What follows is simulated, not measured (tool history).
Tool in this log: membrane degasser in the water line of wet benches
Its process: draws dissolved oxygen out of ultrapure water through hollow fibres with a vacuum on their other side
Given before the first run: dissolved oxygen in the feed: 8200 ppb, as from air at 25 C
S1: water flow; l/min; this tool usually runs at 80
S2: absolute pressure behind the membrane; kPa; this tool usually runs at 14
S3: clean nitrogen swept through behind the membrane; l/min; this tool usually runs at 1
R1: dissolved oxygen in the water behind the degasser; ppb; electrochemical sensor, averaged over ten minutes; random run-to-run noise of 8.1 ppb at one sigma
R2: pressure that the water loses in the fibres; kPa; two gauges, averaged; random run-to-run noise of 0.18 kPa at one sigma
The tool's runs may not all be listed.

run 1 hour=0 | S1=80 S2=14 S3=1 | R1=1409.9 R2=32.84
run 2 hour=51 | S1=80 S2=14 S3=1 | R1=1416.9 R2=33.04
run 3 hour=101.9 | S1=80 S2=14 S3=1 | R1=1403 R2=33.06
run 4 hour=158 | S1=80 S2=14 S3=1 | R1=1414.2 R2=33.19
run 5 hour=209.4 | S1=80 S2=14 S3=1 | R1=1410.2 R2=33.11
run 6 hour=248.2 | S1=80 S2=14 S3=1 | R1=1408.9 R2=33.07
run 7 hour=308.1 | S1=80 S2=14 S3=1 | R1=1427.5 R2=33.43
run 8 hour=351 | S1=80 S2=14 S3=1 | R1=1425 R2=32.89
run 9 hour=395.1 | S1=80 S2=14 S3=1 | R1=1419.5 R2=32.88
run 10 hour=455.5 | S1=49 S2=14 S3=1 | R1=986.3 R2=20.3
run 11 hour=512 | S1=49 S2=14 S3=1 | R1=985.4 R2=20.4
run 12 hour=541.1 | S1=49 S2=14 S3=1 | R1=977.6 R2=20.41
run 13 hour=570.9 | S1=80 S2=14 S3=1 | R1=1415.5 R2=33.06
-- hour=625.6 seals of the vacuum lines changed
run 14 hour=634.8 | S1=89 S2=14 S3=1 | R1=1556.2 R2=36.8
run 15 hour=685.1 | S1=89 S2=14 S3=1 | R1=1551.1 R2=36.97
run 16 hour=744 | S1=80 S2=14 S3=1 | R1=1427.2 R2=33.03
run 17 hour=804.1 | S1=55 S2=21.9 S3=0.7 | R1=2086.4 R2=23.02
run 18 hour=866.2 | S1=80 S2=22.3 S3=1.03 | R1=2174.1 R2=33.38
run 19 hour=920.8 | S1=80 S2=9.6 S3=2.99 | R1=502.3 R2=33.4
-- hour=925 vacuum gauge calibrated
run 20 hour=956.5 | S1=80 S2=9.6 S3=2.99 | R1=513.1 R2=33.3
run 21 hour=982.4 | S1=80 S2=27.3 S3=0.51 | R1=3626.2 R2=33.28
run 22 hour=1032 | S1=80 S2=27.3 S3=0.51 | R1=3573.5 R2=33.56
run 23 hour=1074.1 | S1=121 S2=33.8 S3=1 | R1=3772.7 R2=50.66
run 24 hour=1100.9 | S1=50 S2=11.7 S3=1.77 | R1=551.7 R2=20.9
run 25 hour=1144.4 | S1=50 S2=11.7 S3=1.77 | R1=546.8 R2=20.64
run 26 hour=1208.1 | S1=50 S2=11.7 S3=1.77 | R1=553.3 R2=20.95
run 27 hour=1236.9 | S1=60 S2=14 S3=1.02 | R1=1148.9 R2=25.09
-- hour=1255.5 vacuum gauge calibrated, once more
run 28 hour=1286.7 | S1=59 S2=14 S3=1 | R1=1106.5 R2=24.43
run 29 hour=1325 | S1=67 S2=16.1 S3=0.78 | R1=1632.2 R2=27.8
run 30 hour=1387.9 | S1=80 S2=14.2 S3=0.63 | R1=1808 R2=33.25
run 31 hour=1415 | S1=80 S2=14.2 S3=2.59 | R1=792.5 R2=33.15

Each row is a separate what-if for the run after 31, all from the same tool condition, not one after another. Results?
run A hour=1452.5 | S1=49 S2=10.8 S3=0.83 | R1=? R2=?
run B hour=1452.5 | S1=80 S2=14 S3=0.48 | R1=? R2=?
run C hour=1452.5 | S1=80 S2=14 S3=0.87 | R1=? R2=?
run D hour=1452.5 | S1=80 S2=14 S3=1.11 | R1=? R2=?
run E hour=1452.5 | S1=80 S2=21 S3=1.85 | R1=? R2=?

run=A R1=803.1 R2=20.51
run=B R1=2017 R2=33.32
run=C R1=1504.5 R2=33.51
run=D R1=1311.2 R2=33.38
run=E R1=1418 R2=33.47
Without the tool's unlogged condition, the same runs would have read:
run=A R1=797.4 R2=20.08
run=B R1=2007.4 R2=32.63
run=C R1=1493.5 R2=32.81
run=D R1=1299.9 R2=32.69
run=E R1=1407.5 R2=32.77

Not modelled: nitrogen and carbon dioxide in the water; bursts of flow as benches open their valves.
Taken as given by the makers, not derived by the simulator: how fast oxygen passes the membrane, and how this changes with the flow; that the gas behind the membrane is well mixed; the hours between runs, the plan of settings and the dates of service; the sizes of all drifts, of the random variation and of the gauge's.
